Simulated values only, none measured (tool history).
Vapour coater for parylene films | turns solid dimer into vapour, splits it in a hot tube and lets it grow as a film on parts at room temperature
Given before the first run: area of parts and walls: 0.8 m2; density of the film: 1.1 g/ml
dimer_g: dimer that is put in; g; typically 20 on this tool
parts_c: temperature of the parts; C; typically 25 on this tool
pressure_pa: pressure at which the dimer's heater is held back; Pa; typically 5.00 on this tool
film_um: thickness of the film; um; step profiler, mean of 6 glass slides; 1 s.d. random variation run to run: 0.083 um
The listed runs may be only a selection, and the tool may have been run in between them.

Run 1, hour 0.0: usual settings. Result: film_um 14.32 um.
Run 2, hour 13.3: usual settings but dimer_g 22 g. Result: film_um 15.67 um.
Run 3, hour 27.6: usual settings. Result: film_um 14.26 um.
Run 4, hour 43.2: usual settings but dimer_g 23 g. Result: film_um 16.52 um.
Run 5, hour 53.3: usual settings but dimer_g 23 g. Result: film_um 16.30 um.
Run 6, hour 63.7: usual settings but dimer_g 23 g. Result: film_um 16.32 um.
Run 7, hour 84.0: usual settings but dimer_g 15 g, parts_c 22 C, pressure_pa 4.53 Pa. Result: film_um 11.59 um.
At hour 105.9: trap's valve overhauled.
Run 8, hour 107.4: usual settings but parts_c 19 C, pressure_pa 2.73 Pa. Result: film_um 18.72 um.
Run 9, hour 126.8: usual settings but dimer_g 16 g, parts_c 27 C, pressure_pa 4.00 Pa. Result: film_um 12.02 um.
Run 10, hour 140.8: usual settings but dimer_g 15 g, pressure_pa 10.97 Pa. Result: film_um 9.70 um.
Run 11, hour 160.8: usual settings but dimer_g 15 g, parts_c 27 C, pressure_pa 10.97 Pa. Result: film_um 9.30 um.

5 ways to go on from here, each from the tool as it stands after run 11. What would each give?
Run A, hour 176.0: usual settings but dimer_g 9 g, parts_c 27 C, pressure_pa 3.85 Pa. Result: film_um ?.
Run B, hour 176.0: usual settings but dimer_g 35 g, parts_c 23 C, pressure_pa 2.35 Pa. Result: film_um ?.
Run C, hour 176.0: usual settings but pressure_pa 3.81 Pa. Result: film_um ?.
Run D, hour 176.0: usual settings but dimer_g 10 g, pressure_pa 2.02 Pa. Result: film_um ?.
Run E, hour 176.0: usual settings but parts_c 20 C, pressure_pa 10.89 Pa. Result: film_um ?.

run  film_um
  A     6.84
  B    31.23
  C    15.67
  D     8.68
  E    14.03
The same runs, with their run-to-run variation unchanged, on a tool lacking any hidden condition would have given:
run  film_um
  A     6.92
  B    31.60
  C    15.86
  D     8.78
  E    14.20

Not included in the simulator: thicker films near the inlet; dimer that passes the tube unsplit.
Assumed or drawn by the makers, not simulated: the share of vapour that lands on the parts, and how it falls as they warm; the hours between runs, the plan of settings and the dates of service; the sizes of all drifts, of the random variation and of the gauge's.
